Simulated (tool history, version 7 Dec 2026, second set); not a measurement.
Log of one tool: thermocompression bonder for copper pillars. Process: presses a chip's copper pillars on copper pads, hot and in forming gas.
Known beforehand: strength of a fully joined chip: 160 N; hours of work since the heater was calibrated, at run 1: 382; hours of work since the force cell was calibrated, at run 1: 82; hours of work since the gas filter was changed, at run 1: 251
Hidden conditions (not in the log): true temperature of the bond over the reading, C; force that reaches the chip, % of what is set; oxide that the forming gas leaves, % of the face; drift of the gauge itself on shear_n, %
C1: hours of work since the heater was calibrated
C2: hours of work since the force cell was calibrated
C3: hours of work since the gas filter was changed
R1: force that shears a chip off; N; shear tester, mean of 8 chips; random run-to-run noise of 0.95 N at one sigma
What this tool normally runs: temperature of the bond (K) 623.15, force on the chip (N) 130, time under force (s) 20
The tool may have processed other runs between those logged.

run 1 hour=0.0 | temperature_of_the_bond_(K)=623.15 force_on_the_chip_(N)=130 time_under_force_(s)=20 | C1=382 C2=82 C3=251 | R1=88.2
run 2 hour=6.5 | temperature_of_the_bond_(K)=623.15 force_on_the_chip_(N)=113 time_under_force_(s)=20 | C1=386 C2=85 C3=254 | R1=79.5
run 3 hour=12.0 | temperature_of_the_bond_(K)=623.15 force_on_the_chip_(N)=113 time_under_force_(s)=20 | C1=388 C2=88 C3=257 | R1=79.9
run 4 hour=17.2 | temperature_of_the_bond_(K)=623.15 force_on_the_chip_(N)=130 time_under_force_(s)=21 | C1=391 C2=91 C3=260 | R1=89.7
run 5 hour=24.4 | temperature_of_the_bond_(K)=623.15 force_on_the_chip_(N)=130 time_under_force_(s)=20 | C1=395 C2=95 C3=264 | R1=89.5
run 6 hour=30.1 | temperature_of_the_bond_(K)=623.15 force_on_the_chip_(N)=130 time_under_force_(s)=20 | C1=398 C2=97 C3=267 | R1=87.9
run 7 hour=35.1 | temperature_of_the_bond_(K)=623.15 force_on_the_chip_(N)=130 time_under_force_(s)=20 | C1=401 C2=100 C3=269 | R1=87.4
run 8 hour=43.7 | temperature_of_the_bond_(K)=623.15 force_on_the_chip_(N)=130 time_under_force_(s)=20 | C1=405 C2=105 C3=274 | R1=90.5
run 9 hour=48.2 | temperature_of_the_bond_(K)=625.15 force_on_the_chip_(N)=130 time_under_force_(s)=20 | C1=407 C2=107 C3=276 | R1=89.7
run 10 hour=56.2 | temperature_of_the_bond_(K)=595.15 force_on_the_chip_(N)=130 time_under_force_(s)=31 | C1=411 C2=111 C3=280 | R1=80.4
run 11 hour=59.9 | temperature_of_the_bond_(K)=595.15 force_on_the_chip_(N)=130 time_under_force_(s)=31 | C1=413 C2=113 C3=282 | R1=79.5
run 12 hour=66.5 | temperature_of_the_bond_(K)=595.15 force_on_the_chip_(N)=184 time_under_force_(s)=31 | C1=417 C2=116 C3=286 | R1=103.7
run 13 hour=73.8 | temperature_of_the_bond_(K)=651.15 force_on_the_chip_(N)=130 time_under_force_(s)=16 | C1=421 C2=120 C3=289 | R1=100.6
run 14 hour=78.1 | temperature_of_the_bond_(K)=641.15 force_on_the_chip_(N)=130 time_under_force_(s)=43 | C1=423 C2=122 C3=292 | R1=118.8
run 15 hour=83.2 | temperature_of_the_bond_(K)=641.15 force_on_the_chip_(N)=130 time_under_force_(s)=43 | C1=425 C2=125 C3=294 | R1=118.7
run 16 hour=87.8 | temperature_of_the_bond_(K)=641.15 force_on_the_chip_(N)=130 time_under_force_(s)=43 | C1=428 C2=127 C3=297 | R1=118.4
run 17 hour=92.0 | temperature_of_the_bond_(K)=632.15 force_on_the_chip_(N)=80 time_under_force_(s)=29 | C1=430 C2=130 C3=299 | R1=69.6

Consider 4 possible next runs. They are alternatives, not a sequence: every one starts from the tool as it was left by run 17. What does each give?
run A hour=98.4 | temperature_of_the_bond_(K)=650.15 force_on_the_chip_(N)=130 time_under_force_(s)=21 | C1=433 C2=133 C3=302 | R1=?
run B hour=98.4 | temperature_of_the_bond_(K)=632.15 force_on_the_chip_(N)=121 time_under_force_(s)=29 | C1=433 C2=133 C3=302 | R1=?
run C hour=98.4 | temperature_of_the_bond_(K)=630.15 force_on_the_chip_(N)=129 time_under_force_(s)=28 | C1=433 C2=133 C3=302 | R1=?
run D hour=98.4 | temperature_of_the_bond_(K)=645.15 force_on_the_chip_(N)=145 time_under_force_(s)=12 | C1=433 C2=133 C3=302 | R1=?

run=A R1=106.3
run=B R1=97.5
run=C R1=100.0
run=D R1=96.7
With the hidden condition removed and each run's random variation left untouched, the same runs would have given:
run=A R1=117.0
run=B R1=107.6
run=C R1=110.4
run=D R1=106.8
